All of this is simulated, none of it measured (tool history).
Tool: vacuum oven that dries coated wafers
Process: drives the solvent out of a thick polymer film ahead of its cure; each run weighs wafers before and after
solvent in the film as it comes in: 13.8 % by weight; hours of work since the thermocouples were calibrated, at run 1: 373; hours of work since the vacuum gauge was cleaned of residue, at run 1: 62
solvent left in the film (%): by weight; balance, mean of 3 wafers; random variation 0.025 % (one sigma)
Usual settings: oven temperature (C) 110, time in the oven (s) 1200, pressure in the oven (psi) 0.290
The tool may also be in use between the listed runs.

| run | hour | oven temperature (C) | time in the oven (s) | pressure in the oven (psi) | hours of work since the thermocouples were calibrated | hours of work since the vacuum gauge was cleaned of residue | solvent left in the film (%) |
|---|---|---|---|---|---|---|---|
| 1 | 0.0 | 110 | 1200 | 0.290 | 373 | 62 | 1.62 |
| 2 | 67.0 | 110 | 1200 | 0.719 | 425 | 113 | 3.19 |
| 3 | 122.6 | 110 | 1260 | 0.290 | 467 | 156 | 1.56 |
| 4 | 177.6 | 110 | 1260 | 0.290 | 509 | 198 | 1.52 |
| 5 | 233.5 | 110 | 1200 | 0.589 | 552 | 241 | 2.67 |
| 6 | 295.6 | 110 | 1200 | 0.589 | 600 | 289 | 2.66 |
| 7 | 350.8 | 110 | 780 | 0.589 | 642 | 331 | 3.47 |
| 8 | 404.4 | 110 | 840 | 0.589 | 683 | 372 | 3.27 |
| 9 | 458.6 | 110 | 1200 | 0.290 | 725 | 414 | 1.61 |
| 10 | 503.4 | 110 | 1200 | 0.290 | 759 | 448 | 1.60 |
| 11 | 572.5 | 110 | 1200 | 0.290 | 812 | 501 | 1.59 |
| 12 | 629.8 | 110 | 660 | 0.290 | 856 | 545 | 3.00 |
| 13 | 687.6 | 110 | 1200 | 0.290 | 901 | 589 | 1.60 |
| 14 | 718.7 | 109 | 1200 | 0.290 | 925 | 613 | 1.71 |
|  | 736.3 | oven's thermocouples calibrated |
| 15 | 786.0 | 109 | 1200 | 0.290 | 38 | 663 | 1.95 |
| 16 | 825.8 | 110 | 1380 | 0.187 | 69 | 694 | 1.20 |
| 17 | 877.2 | 110 | 1200 | 0.421 | 108 | 733 | 2.24 |
| 18 | 936.6 | 96 | 840 | 0.161 | 154 | 779 | 5.09 |
| 19 | 975.8 | 110 | 780 | 0.290 | 184 | 809 | 2.76 |
| 20 | 1035.6 | 96 | 720 | 0.226 | 230 | 855 | 6.00 |
| 21 | 1105.4 | 96 | 720 | 0.226 | 283 | 908 | 5.89 |
| 22 | 1137.9 | 96 | 720 | 0.226 | 308 | 933 | 5.81 |
| 23 | 1193.7 | 119 | 600 | 0.174 | 351 | 976 | 1.64 |
| 24 | 1262.1 | 95 | 1920 | 0.363 | 403 | 1029 | 3.71 |
| 25 | 1300.3 | 110 | 720 | 0.769 | 433 | 1058 | 4.52 |
| 26 | 1356.8 | 110 | 660 | 0.508 | 476 | 1101 | 3.85 |
| 27 | 1388.6 | 97 | 660 | 0.972 | 501 | 1126 | 8.79 |
| 28 | 1451.8 | 97 | 660 | 0.972 | 549 | 1174 | 8.70 |
| 29 | 1510.9 | 97 | 660 | 0.917 | 594 | 1220 | 8.46 |

Some steps in solvent left in the film (%) between neighbouring runs. How much of each would the tool show without its hidden state too (settings, what came in, random variation), and how much is left for the hidden state, with any gauge scatter that isn't in both results?
The hidden state here: true wafer temperature over the reading, C; true pressure over the reading, kPa; drift of the gauge itself on solvent_pct, %.
Run 14 -> 15: oven's thermocouples calibrated. solvent left in the film (%) +0.24: hidden state +0.23, all else +0.01.
Run 22 -> 23: oven temperature (C) 96 -> 119, time in the oven (s) 720 -> 600, pressure in the oven (psi) 0.226 -> 0.174. solvent left in the film (%) -4.17: hidden state -0.04, all else -4.13.
Run 24 -> 25: oven temperature (C) 95 -> 110, time in the oven (s) 1920 -> 720, pressure in the oven (psi) 0.363 -> 0.769. solvent left in the film (%) +0.81: hidden state -0.18, all else +0.99.
Run 26 -> 27: oven temperature (C) 110 -> 97, pressure in the oven (psi) 0.508 -> 0.972. solvent left in the film (%) +4.94: hidden state -0.01, all else +4.95.
